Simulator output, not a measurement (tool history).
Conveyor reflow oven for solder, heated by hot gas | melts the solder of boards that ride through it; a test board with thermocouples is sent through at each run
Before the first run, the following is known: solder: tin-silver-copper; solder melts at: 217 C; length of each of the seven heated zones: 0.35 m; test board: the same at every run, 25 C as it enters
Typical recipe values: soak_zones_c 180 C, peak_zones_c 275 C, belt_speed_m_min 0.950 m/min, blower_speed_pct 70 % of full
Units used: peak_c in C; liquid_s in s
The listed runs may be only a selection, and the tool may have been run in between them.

run,hour,soak_zones_c,peak_zones_c,belt_speed_m_min,blower_speed_pct,peak_c,liquid_s
1,0.0,180,275,0.950,70,256.8,36.02
2,21.4,180,275,0.950,70,256.7,36.01
3,43.2,180,275,0.950,70,256.8,36.02
4,60.8,180,275,0.950,70,256.6,35.95
5,89.3,182,275,0.950,70,257.5,36.44
6,109.7,180,275,0.950,70,256.8,35.86
7,133.7,180,275,0.950,70,256.7,35.79
8,149.5,180,264,0.950,70,246.9,31.91
9,161.1,180,264,0.950,70,247.0,31.75
10,178.0,180,275,0.950,70,256.0,35.50
11,193.4,180,275,0.950,70,256.1,35.50
12,208.5,180,275,0.778,70,262.4,46.80
13,226.8,180,275,0.778,70,262.2,46.84
14,243.3,194,275,0.950,70,258.7,40.19
15,262.7,194,275,0.950,70,258.9,40.03
16,274.3,194,275,0.950,70,258.3,39.95
17,295.3,194,286,0.950,70,267.8,42.89
18,318.2,187,282,1.004,80,265.5,38.41
19,343.1,180,273,0.984,73,255.7,34.43
20,359.6,180,273,0.984,73,255.9,34.48
21,388.5,180,273,0.984,73,255.9,34.45
22,415.7,192,270,0.768,72,261.5,50.80
23,427.8,175,275,0.950,70,256.8,35.11
24,446.2,175,272,0.950,70,254.4,34.02
25,467.5,180,277,0.788,90,267.6,48.39
26,482.9,185,275,0.950,70,258.9,38.18
27,506.7,173,267,0.834,69,253.5,38.60
28,523.5,176,267,0.834,50,250.1,36.99
29,541.8,174,271,1.096,50,242.1,22.41
30,565.6,181,266,0.788,50,251.7,41.89

Removed from this log: 2 entries logged between the listed runs. Between which two listed runs does each belong, and how does the tool's hidden state at the listed run before it compare with that at the listed run after it?
After run 9, before run 10: flux residue cleaned out of gas plates and filters (hour 167.9)
  heat that the gas passes to the board, % of a clean oven's: 92.8 -> 90.4; belt's true speed, % of the reading: 99.67 -> 99.66; true gas temperature in zones 6 and 7 over the reading, C: -0.25 -> -0.24
  measured minus no-state result, peak_c: -1.7 -> -2.4 C; liquid_s: -0.98 -> -1.03 s
After run 17, before run 18: flux residue cleaned out of gas plates and filters, once more (hour 308.3)
  heat that the gas passes to the board, % of a clean oven's: 88.9 -> 99.3; belt's true speed, % of the reading: 99.6 -> 99.59; true gas temperature in zones 6 and 7 over the reading, C: -0.15 -> -0.14
  measured minus no-state result, peak_c: -2.6 -> -0.2 C; liquid_s: -0.51 -> +0.12 s
